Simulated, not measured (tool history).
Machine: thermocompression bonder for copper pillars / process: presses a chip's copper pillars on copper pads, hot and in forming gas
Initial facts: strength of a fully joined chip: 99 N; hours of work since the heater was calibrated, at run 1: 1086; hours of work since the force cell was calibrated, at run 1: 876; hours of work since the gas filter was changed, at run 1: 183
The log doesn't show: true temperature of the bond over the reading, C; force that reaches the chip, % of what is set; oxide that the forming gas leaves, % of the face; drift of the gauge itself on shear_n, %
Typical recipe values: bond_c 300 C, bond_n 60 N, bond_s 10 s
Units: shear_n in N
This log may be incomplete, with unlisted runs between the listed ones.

run	day	bond_c	bond_n	bond_s	hours of work since the heater was calibrated	hours of work since the force cell was calibrated	hours of work since the gas filter was changed	shear_n
1	0	300	60	10	1086	876	183	63.5
2	2.504	300	60	10	1122	912	219	62.7
3	4.196	300	60	10	1146	936	243	62.5
4	5.996	300	60	10	1171	962	269	61.9
5	8.408	300	60	10	1206	996	303	61.5
6	10.096	300	60	20	1230	1020	327	71.6
7	11.579	300	60	19	1251	1042	348	70.2
# day 12.296: forming gas filter changed
8	12.817	316	60	10	1269	1059	7	74.2
9	15.375	316	60	10	1305	1095	44	73.3
10	17.571	316	60	10	1336	1127	75	73.3
11	19.292	316	60	10	1361	1151	100	72.6
12	20.658	300	60	9	1381	1171	119	63.7
13	23.104	300	85	10	1415	1206	154	81.4
14	24.946	312	60	10	1442	1232	181	69.3
15	26.296	300	60	10	1461	1251	200	64.4
16	28.271	300	60	12	1489	1280	228	66.2
17	30.379	274	60	10	1519	1310	258	51.9
18	33.083	274	60	10	1558	1348	297	50.9
19	34.829	282	60	10	1583	1373	322	54.3
20	36.171	300	60	10	1602	1392	341	61.6
# day 37.433: forming gas filter changed
21	38.254	300	66	10	1632	1422	12	73.1
22	39.742	300	66	10	1653	1443	33	73.5
23	41.675	300	66	10	1680	1471	61	72.6
# day 42.217: heater calibrated with a thermocouple chip
24	43.283	300	63	6	15	1493	82	58.5
25	45.771	300	63	6	51	1528	118	57.8
26	47.896	300	63	6	81	1558	148	57.6
27	49.079	300	53	6	98	1575	165	48.9
28	51.738	300	48	10	136	1613	203	51.4
29	53.517	325	73	6	161	1639	229	73.8
30	55.333	278	76	6	187	1665	254	56
31	57.879	278	76	6	224	1701	291	54.4
32	60.579	278	76	6	262	1740	329	53.9
33	61.862	278	76	6	281	1758	348	54.4
# day 62.783: forming gas filter changed
34	64.425	278	59	6	317	1794	23	47
35	67.15	278	59	6	356	1833	62	46.9
36	68.7	278	59	6	378	1855	85	45.9
37	71.333	278	59	6	416	1893	122	45.6
# day 73.079: force cell calibrated
38	74.146	300	43	23	455	15	161	59.7
39	75.8	272	63	11	478	39	185	53.3
40	78.175	272	63	11	512	73	219	52.9

How the hidden state differs across the entries between the runs, from the last listed run before each to the first after it:
Run 7 -> run 8: forming gas filter changed (day 12.296)
  true temperature of the bond over the reading, C: 4.5 -> 4.6; force that reaches the chip, % of what is set: 102.8 -> 102.9; oxide that the forming gas leaves, % of the face: 10.97 -> 0.86
  the result without the hidden state subtracted from the measured one, shear_n: -4.9 -> +3.2 N
Run 20 -> run 21: forming gas filter changed (day 37.433)
  true temperature of the bond over the reading, C: 6 -> 6.1; force that reaches the chip, % of what is set: 103.6 -> 103.7; oxide that the forming gas leaves, % of the face: 10.45 -> 0.9
  the result without the hidden state subtracted from the measured one, shear_n: -2.1 -> +4.4 N
Run 23 -> run 24: heater calibrated with a thermocouple chip (day 42.217)
  true temperature of the bond over the reading, C: 6.3 -> 1.2; oxide that the forming gas leaves, % of the face: 2.25 -> 2.88
  the result without the hidden state subtracted from the measured one, shear_n: +3.5 -> +1.1 N
Run 33 -> run 34: forming gas filter changed (day 62.783)
  true temperature of the bond over the reading, C: 2.4 -> 2.5; oxide that the forming gas leaves, % of the face: 10.45 -> 1.12
  the result without the hidden state subtracted from the measured one, shear_n: -2.5 -> +3.1 N
Run 37 -> run 38: force cell calibrated (day 73.079)
  true temperature of the bond over the reading, C: 3 -> 3.1; force that reaches the chip, % of what is set: 104.7 -> 100.2; oxide that the forming gas leaves, % of the face: 3.85 -> 4.93
  the result without the hidden state subtracted from the measured one, shear_n: +2.1 -> -1.2 N
